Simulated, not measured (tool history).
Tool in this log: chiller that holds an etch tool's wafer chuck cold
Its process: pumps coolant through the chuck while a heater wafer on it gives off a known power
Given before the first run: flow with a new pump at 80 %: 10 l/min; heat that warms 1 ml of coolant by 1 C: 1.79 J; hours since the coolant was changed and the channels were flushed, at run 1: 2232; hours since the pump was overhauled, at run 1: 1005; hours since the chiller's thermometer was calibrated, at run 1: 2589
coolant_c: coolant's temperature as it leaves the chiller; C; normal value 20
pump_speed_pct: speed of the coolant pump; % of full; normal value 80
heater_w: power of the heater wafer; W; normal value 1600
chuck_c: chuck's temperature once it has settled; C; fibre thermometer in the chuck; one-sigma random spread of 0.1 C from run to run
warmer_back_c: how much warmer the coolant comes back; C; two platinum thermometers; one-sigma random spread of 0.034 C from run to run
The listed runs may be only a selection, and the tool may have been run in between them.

run,day,coolant_c,pump_speed_pct,heater_w,hours since the coolant was changed and the channels were flushed,hours since the pump was overhauled,hours since the chiller's thermometer was calibrated,chuck_c,warmer_back_c
1,0,20,80,1600,2232,1005,2589,36.9,5.62
2,1.7,14,80,1600,2273,1046,2630,30.8,5.55
3,4.492,14,80,1600,2340,1112,2696,31.2,5.62
4,7.146,20,78,1600,2404,1176,2760,37.5,5.76
5,10.479,20,78,1600,2484,1256,2840,37.6,5.8
6,12.4,20,78,1600,2530,1302,2886,37.7,5.86
# day 12.754: chiller's thermometer calibrated
7,14.4,15,80,1600,2577,1349,39,32.8,5.71
8,16.954,15,80,1600,2638,1411,101,32.8,5.61
9,18.6,15,80,1600,2678,1450,140,32.8,5.71
10,20.058,20,72,2115,2713,1485,175,45.7,8.43
11,21.983,10,68,1489,2759,1531,221,29.5,6.26
12,24.567,10,94,972,2821,1593,283,19.9,2.95
13,26.608,10,69,1974,2870,1642,332,35.1,8.25

Predict each of these 4 candidate next runs independently; none follows another, all start after run 13:
A,28.883,12,83,1010,2925,1697,387,?,?
B,28.883,10,61,1974,2925,1697,387,?,?
C,28.883,18,80,2097,2925,1697,387,?,?
D,28.883,11,97,1165,2925,1697,387,?,?

run,chuck_c,warmer_back_c
A,23.7,3.48
B,38.3,9.49
C,41.4,7.54
D,22.3,3.42
Stripped of hidden state, with their random variation kept, the same runs would have yielded:
run,chuck_c,warmer_back_c
A,21.4,3.26
B,34.1,8.88
C,37.7,7.06
D,20,3.2

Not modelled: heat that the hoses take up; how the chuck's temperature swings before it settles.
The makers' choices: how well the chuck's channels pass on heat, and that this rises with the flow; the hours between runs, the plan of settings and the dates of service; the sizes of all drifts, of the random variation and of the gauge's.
